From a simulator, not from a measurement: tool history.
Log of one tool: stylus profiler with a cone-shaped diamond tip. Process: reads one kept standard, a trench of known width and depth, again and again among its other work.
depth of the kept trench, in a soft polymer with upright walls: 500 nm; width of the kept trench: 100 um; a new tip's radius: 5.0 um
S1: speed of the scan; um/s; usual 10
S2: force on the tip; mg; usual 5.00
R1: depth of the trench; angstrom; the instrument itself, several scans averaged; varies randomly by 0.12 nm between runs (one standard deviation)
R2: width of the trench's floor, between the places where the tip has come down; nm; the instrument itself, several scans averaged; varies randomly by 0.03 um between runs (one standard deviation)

{"run": 1, "day": 0.0, "S1": 10, "S2": 5.0, "R1": 5075.9, "R2": 93680}
{"run": 2, "day": 2.092, "S1": 30, "S2": 5.0, "R1": 5075.9, "R2": 93610}
{"run": 3, "day": 5.908, "S1": 30, "S2": 2.02, "R1": 5047.2, "R2": 93470}
{"run": 4, "day": 7.883, "S1": 30, "S2": 2.02, "R1": 5046.8, "R2": 93460}
{"run": 5, "day": 10.529, "S1": 30, "S2": 2.63, "R1": 5053.7, "R2": 93490}
{"run": 6, "day": 15.096, "S1": 30, "S2": 2.63, "R1": 5053.5, "R2": 93440}
{"run": 7, "day": 18.429, "S1": 10, "S2": 6.14, "R1": 5089.6, "R2": 93470}
{"run": 8, "day": 21.096, "S1": 10, "S2": 6.14, "R1": 5088.4, "R2": 93440}
{"run": 9, "day": 25.029, "S1": 10, "S2": 6.14, "R1": 5089.4, "R2": 93430}
{"run": 10, "day": 28.304, "S1": 18, "S2": 5.0, "R1": 5082.6, "R2": 93390}
{"run": 11, "day": 30.688, "S1": 18, "S2": 5.0, "R1": 5083.5, "R2": 93290}
{"run": 12, "day": 32.654, "S1": 10, "S2": 5.0, "R1": 5078.4, "R2": 93330}
{"run": 13, "day": 35.671, "S1": 30, "S2": 5.0, "R1": 5082.0, "R2": 93170}
{"run": 14, "day": 39.546, "S1": 30, "S2": 5.0, "R1": 5080.5, "R2": 93150}
{"run": 15, "day": 42.467, "S1": 30, "S2": 5.0, "R1": 5083.4, "R2": 93150}
{"day": 45.717, "done": "height scale calibrated on a step standard"}
{"run": 16, "day": 46.283, "S1": 9, "S2": 5.0, "R1": 5067.1, "R2": 93240}
{"run": 17, "day": 48.392, "S1": 5, "S2": 5.0, "R1": 5068.3, "R2": 93220}
{"day": 50.908, "done": "new tip fitted, height scale calibrated"}
{"run": 18, "day": 53.167, "S1": 32, "S2": 5.0, "R1": 5069.2, "R2": 95570}
{"run": 19, "day": 56.612, "S1": 32, "S2": 5.0, "R1": 5070.5, "R2": 95420}
{"run": 20, "day": 58.979, "S1": 10, "S2": 5.0, "R1": 5071.9, "R2": 95460}
{"run": 21, "day": 61.3, "S1": 10, "S2": 5.0, "R1": 5073.2, "R2": 95480}
{"run": 22, "day": 64.996, "S1": 10, "S2": 3.64, "R1": 5059.5, "R2": 95360}
{"run": 23, "day": 69.146, "S1": 10, "S2": 3.64, "R1": 5060.3, "R2": 95360}
{"run": 24, "day": 72.95, "S1": 3, "S2": 3.83, "R1": 5060.5, "R2": 95260}
{"run": 25, "day": 75.771, "S1": 3, "S2": 3.83, "R1": 5062.3, "R2": 95290}
{"run": 26, "day": 78.742, "S1": 2, "S2": 3.38, "R1": 5060.5, "R2": 95200}
{"run": 27, "day": 81.838, "S1": 5, "S2": 4.45, "R1": 5070.5, "R2": 95150}
{"run": 28, "day": 85.4, "S1": 10, "S2": 2.76, "R1": 5053.4, "R2": 95070}
{"run": 29, "day": 88.904, "S1": 9, "S2": 12.6, "R1": 5136.6, "R2": 95030}
{"run": 30, "day": 91.538, "S1": 9, "S2": 12.6, "R1": 5136.7, "R2": 95010}
{"run": 31, "day": 95.762, "S1": 9, "S2": 10.53, "R1": 5123.4, "R2": 94920}
{"run": 32, "day": 99.496, "S1": 27, "S2": 4.44, "R1": 5072.3, "R2": 94750}
{"run": 33, "day": 102.183, "S1": 27, "S2": 4.44, "R1": 5075.2, "R2": 94760}
{"run": 34, "day": 104.808, "S1": 27, "S2": 4.44, "R1": 5073.7, "R2": 94690}
{"run": 35, "day": 108.679, "S1": 9, "S2": 5.58, "R1": 5088.2, "R2": 94720}
{"run": 36, "day": 113.354, "S1": 9, "S2": 5.58, "R1": 5086.2, "R2": 94700}
{"run": 37, "day": 116.575, "S1": 9, "S2": 5.58, "R1": 5086.4, "R2": 94650}
{"run": 38, "day": 118.579, "S1": 19, "S2": 8.99, "R1": 5115.6, "R2": 94580}
{"run": 39, "day": 121.075, "S1": 9, "S2": 2.81, "R1": 5059.9, "R2": 94610}
{"run": 40, "day": 123.762, "S1": 39, "S2": 1.97, "R1": 5050.1, "R2": 94340}
{"run": 41, "day": 127.071, "S1": 39, "S2": 1.97, "R1": 5051.2, "R2": 94310}
{"run": 42, "day": 130.967, "S1": 4, "S2": 11.22, "R1": 5135.9, "R2": 94460}
{"run": 43, "day": 134.129, "S1": 7, "S2": 10.24, "R1": 5128.9, "R2": 94510}
{"run": 44, "day": 136.179, "S1": 40, "S2": 3.79, "R1": 5075.2, "R2": 94250}
{"run": 45, "day": 138.154, "S1": 40, "S2": 3.79, "R1": 5073.6, "R2": 94220}

Difference, measured minus no-hidden-state, one row per run. Run-to-run variation is common to both terms; the gauge's own scatter need not be:
Hidden state present: radius of the tip, um; height scale over the true one, %; drift of the gauge itself on depth_nm, %; drift of the gauge itself on floor_um, %.
run=1 R1=+5.7 R2=-1910
run=2 R1=+6.1 R2=-1940
run=3 R1=+6.8 R2=-1980
run=4 R1=+7.2 R2=-2000
run=5 R1=+7.7 R2=-2040
run=6 R1=+8.6 R2=-2080
run=7 R1=+9.3 R2=-2120
run=8 R1=+9.9 R2=-2150
run=9 R1=+10.5 R2=-2200
run=10 R1=+11.2 R2=-2230
run=11 R1=+11.7 R2=-2260
run=12 R1=+12.0 R2=-2270
run=13 R1=+12.6 R2=-2320
run=14 R1=+13.4 R2=-2360
run=15 R1=+14.0 R2=-2390
run=16 R1=-0.9 R2=-2420
run=17 R1=-0.5 R2=-2440
run=18 R1=+0.2 R2=+0
run=19 R1=+0.8 R2=-70
run=20 R1=+1.2 R2=-110
run=21 R1=+1.7 R2=-150
run=22 R1=+2.4 R2=-210
run=23 R1=+3.2 R2=-280
run=24 R1=+3.9 R2=-330
run=25 R1=+4.4 R2=-380
run=26 R1=+5.0 R2=-420
run=27 R1=+5.7 R2=-470
run=28 R1=+6.3 R2=-520
run=29 R1=+7.1 R2=-580
run=30 R1=+7.7 R2=-610
run=31 R1=+8.5 R2=-680
run=32 R1=+9.1 R2=-730
run=33 R1=+9.6 R2=-770
run=34 R1=+10.2 R2=-800
run=35 R1=+10.9 R2=-860
run=36 R1=+11.9 R2=-920
run=37 R1=+12.4 R2=-970
run=38 R1=+12.9 R2=-1000
run=39 R1=+13.3 R2=-1030
run=40 R1=+13.7 R2=-1070
run=41 R1=+14.3 R2=-1110
run=42 R1=+15.4 R2=-1170
run=43 R1=+15.9 R2=-1210
run=44 R1=+16.2 R2=-1240
run=45 R1=+16.6 R2=-1270
